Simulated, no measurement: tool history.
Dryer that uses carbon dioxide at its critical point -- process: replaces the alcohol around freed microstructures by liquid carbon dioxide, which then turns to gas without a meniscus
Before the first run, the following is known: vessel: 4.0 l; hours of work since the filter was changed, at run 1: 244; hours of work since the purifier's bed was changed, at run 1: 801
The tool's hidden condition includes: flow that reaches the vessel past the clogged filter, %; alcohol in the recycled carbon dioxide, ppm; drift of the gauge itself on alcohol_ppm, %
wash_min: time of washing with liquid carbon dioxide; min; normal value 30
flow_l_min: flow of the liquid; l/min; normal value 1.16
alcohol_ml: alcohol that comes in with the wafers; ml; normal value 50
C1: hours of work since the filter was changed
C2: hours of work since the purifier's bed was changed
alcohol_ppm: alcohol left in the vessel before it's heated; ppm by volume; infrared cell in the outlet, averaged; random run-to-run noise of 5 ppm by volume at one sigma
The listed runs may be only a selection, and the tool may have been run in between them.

{"run": 1, "hour": 0.0, "wash_min": 30, "flow_l_min": 1.16, "alcohol_ml": 50, "C1": 244, "C2": 801, "alcohol_ppm": 109}
{"run": 2, "hour": 15.3, "wash_min": 36, "flow_l_min": 1.16, "alcohol_ml": 50, "C1": 255, "C2": 812, "alcohol_ppm": 108}
{"run": 3, "hour": 33.2, "wash_min": 30, "flow_l_min": 1.16, "alcohol_ml": 50, "C1": 268, "C2": 825, "alcohol_ppm": 118}
{"run": 4, "hour": 47.7, "wash_min": 30, "flow_l_min": 1.16, "alcohol_ml": 50, "C1": 279, "C2": 835, "alcohol_ppm": 116}
{"run": 5, "hour": 83.2, "wash_min": 30, "flow_l_min": 1.16, "alcohol_ml": 50, "C1": 304, "C2": 861, "alcohol_ppm": 112}
{"run": 6, "hour": 104.0, "wash_min": 30, "flow_l_min": 1.16, "alcohol_ml": 50, "C1": 319, "C2": 876, "alcohol_ppm": 119}
{"run": 7, "hour": 130.4, "wash_min": 40, "flow_l_min": 1.16, "alcohol_ml": 50, "C1": 338, "C2": 895, "alcohol_ppm": 107}
{"run": 8, "hour": 146.1, "wash_min": 40, "flow_l_min": 1.16, "alcohol_ml": 50, "C1": 349, "C2": 906, "alcohol_ppm": 124}
{"run": 9, "hour": 176.3, "wash_min": 40, "flow_l_min": 1.16, "alcohol_ml": 50, "C1": 371, "C2": 927, "alcohol_ppm": 115}
{"run": 10, "hour": 206.8, "wash_min": 19, "flow_l_min": 1.16, "alcohol_ml": 50, "C1": 393, "C2": 949, "alcohol_ppm": 294}
{"run": 11, "hour": 228.8, "wash_min": 19, "flow_l_min": 1.16, "alcohol_ml": 50, "C1": 409, "C2": 965, "alcohol_ppm": 301}
{"run": 12, "hour": 245.2, "wash_min": 19, "flow_l_min": 1.16, "alcohol_ml": 50, "C1": 420, "C2": 977, "alcohol_ppm": 307}
{"run": 13, "hour": 276.6, "wash_min": 19, "flow_l_min": 1.16, "alcohol_ml": 50, "C1": 443, "C2": 999, "alcohol_ppm": 295}
{"run": 14, "hour": 311.7, "wash_min": 19, "flow_l_min": 1.16, "alcohol_ml": 50, "C1": 468, "C2": 1025, "alcohol_ppm": 311}
{"run": 15, "hour": 336.7, "wash_min": 23, "flow_l_min": 1.16, "alcohol_ml": 50, "C1": 486, "C2": 1043, "alcohol_ppm": 206}
{"run": 16, "hour": 352.5, "wash_min": 38, "flow_l_min": 1.16, "alcohol_ml": 50, "C1": 497, "C2": 1054, "alcohol_ppm": 140}
{"hour": 362.8, "done": "inlet filter changed"}
{"run": 17, "hour": 376.9, "wash_min": 38, "flow_l_min": 1.16, "alcohol_ml": 50, "C1": 10, "C2": 1071, "alcohol_ppm": 137}
{"run": 18, "hour": 406.0, "wash_min": 30, "flow_l_min": 1.35, "alcohol_ml": 50, "C1": 31, "C2": 1092, "alcohol_ppm": 148}
{"run": 19, "hour": 438.3, "wash_min": 30, "flow_l_min": 0.7, "alcohol_ml": 50, "C1": 54, "C2": 1115, "alcohol_ppm": 302}
{"run": 20, "hour": 464.7, "wash_min": 30, "flow_l_min": 0.7, "alcohol_ml": 50, "C1": 73, "C2": 1134, "alcohol_ppm": 301}
{"run": 21, "hour": 496.9, "wash_min": 30, "flow_l_min": 0.7, "alcohol_ml": 50, "C1": 96, "C2": 1157, "alcohol_ppm": 319}
{"run": 22, "hour": 512.6, "wash_min": 30, "flow_l_min": 0.7, "alcohol_ml": 50, "C1": 108, "C2": 1168, "alcohol_ppm": 311}
{"run": 23, "hour": 532.4, "wash_min": 30, "flow_l_min": 0.7, "alcohol_ml": 50, "C1": 122, "C2": 1182, "alcohol_ppm": 317}
{"run": 24, "hour": 554.7, "wash_min": 30, "flow_l_min": 0.7, "alcohol_ml": 50, "C1": 138, "C2": 1198, "alcohol_ppm": 321}
{"run": 25, "hour": 585.6, "wash_min": 30, "flow_l_min": 0.95, "alcohol_ml": 26, "C1": 160, "C2": 1220, "alcohol_ppm": 183}
{"run": 26, "hour": 601.1, "wash_min": 29, "flow_l_min": 1.86, "alcohol_ml": 74, "C1": 171, "C2": 1232, "alcohol_ppm": 140}
{"run": 27, "hour": 619.0, "wash_min": 29, "flow_l_min": 1.86, "alcohol_ml": 74, "C1": 184, "C2": 1244, "alcohol_ppm": 154}
{"run": 28, "hour": 642.1, "wash_min": 24, "flow_l_min": 0.92, "alcohol_ml": 27, "C1": 200, "C2": 1261, "alcohol_ppm": 226}
{"run": 29, "hour": 669.5, "wash_min": 21, "flow_l_min": 1.16, "alcohol_ml": 66, "C1": 220, "C2": 1281, "alcohol_ppm": 287}
{"run": 30, "hour": 704.3, "wash_min": 21, "flow_l_min": 1.16, "alcohol_ml": 66, "C1": 245, "C2": 1306, "alcohol_ppm": 301}
{"run": 31, "hour": 721.1, "wash_min": 23, "flow_l_min": 1.44, "alcohol_ml": 22, "C1": 257, "C2": 1318, "alcohol_ppm": 165}
{"run": 32, "hour": 742.2, "wash_min": 23, "flow_l_min": 1.44, "alcohol_ml": 22, "C1": 272, "C2": 1333, "alcohol_ppm": 166}
{"run": 33, "hour": 771.2, "wash_min": 23, "flow_l_min": 1.44, "alcohol_ml": 22, "C1": 293, "C2": 1354, "alcohol_ppm": 177}
{"run": 34, "hour": 805.3, "wash_min": 23, "flow_l_min": 1.44, "alcohol_ml": 22, "C1": 318, "C2": 1378, "alcohol_ppm": 187}
{"run": 35, "hour": 822.7, "wash_min": 23, "flow_l_min": 1.44, "alcohol_ml": 22, "C1": 330, "C2": 1391, "alcohol_ppm": 179}
{"run": 36, "hour": 846.4, "wash_min": 23, "flow_l_min": 1.44, "alcohol_ml": 22, "C1": 347, "C2": 1408, "alcohol_ppm": 179}
{"run": 37, "hour": 881.2, "wash_min": 23, "flow_l_min": 1.44, "alcohol_ml": 22, "C1": 372, "C2": 1433, "alcohol_ppm": 179}
{"run": 38, "hour": 915.7, "wash_min": 36, "flow_l_min": 1.44, "alcohol_ml": 54, "C1": 397, "C2": 1457, "alcohol_ppm": 181}
{"run": 39, "hour": 946.9, "wash_min": 33, "flow_l_min": 1.2, "alcohol_ml": 35, "C1": 419, "C2": 1480, "alcohol_ppm": 188}
{"hour": 964.3, "done": "purifier's bed changed"}
{"run": 40, "hour": 979.6, "wash_min": 44, "flow_l_min": 1.44, "alcohol_ml": 87, "C1": 440, "C2": 11, "alcohol_ppm": 10}
{"run": 41, "hour": 1015.2, "wash_min": 36, "flow_l_min": 1.34, "alcohol_ml": 35, "C1": 466, "C2": 37, "alcohol_ppm": 17}
{"run": 42, "hour": 1042.8, "wash_min": 36, "flow_l_min": 1.34, "alcohol_ml": 35, "C1": 486, "C2": 56, "alcohol_ppm": 18}
{"hour": 1067.4, "done": "inlet filter changed"}
{"run": 43, "hour": 1072.4, "wash_min": 23, "flow_l_min": 1.34, "alcohol_ml": 35, "C1": 4, "C2": 77, "alcohol_ppm": 29}
{"run": 44, "hour": 1094.8, "wash_min": 23, "flow_l_min": 1.34, "alcohol_ml": 35, "C1": 20, "C2": 93, "alcohol_ppm": 30}

Some steps in alcohol_ppm between neighbouring runs. How much of each would the tool show without its hidden state too (settings, what came in, random variation), and how much is left for the hidden state, with any gauge scatter that isn't in both results?
Run 9 -> 10: wash_min 40 -> 19. alcohol_ppm +179 ppm by volume: hidden state +43, all else +136.
Run 14 -> 15: wash_min 19 -> 23. alcohol_ppm -105 ppm by volume: hidden state -24, all else -81.
Run 18 -> 19: flow_l_min 1.35 -> 0.70. alcohol_ppm +154 ppm by volume: hidden state +9, all else +145.
Run 39 -> 40: wash_min 33 -> 44, flow_l_min 1.20 -> 1.44, alcohol_ml 35 -> 87, purifier's bed changed. alcohol_ppm -178 ppm by volume: hidden state -174, all else -4.

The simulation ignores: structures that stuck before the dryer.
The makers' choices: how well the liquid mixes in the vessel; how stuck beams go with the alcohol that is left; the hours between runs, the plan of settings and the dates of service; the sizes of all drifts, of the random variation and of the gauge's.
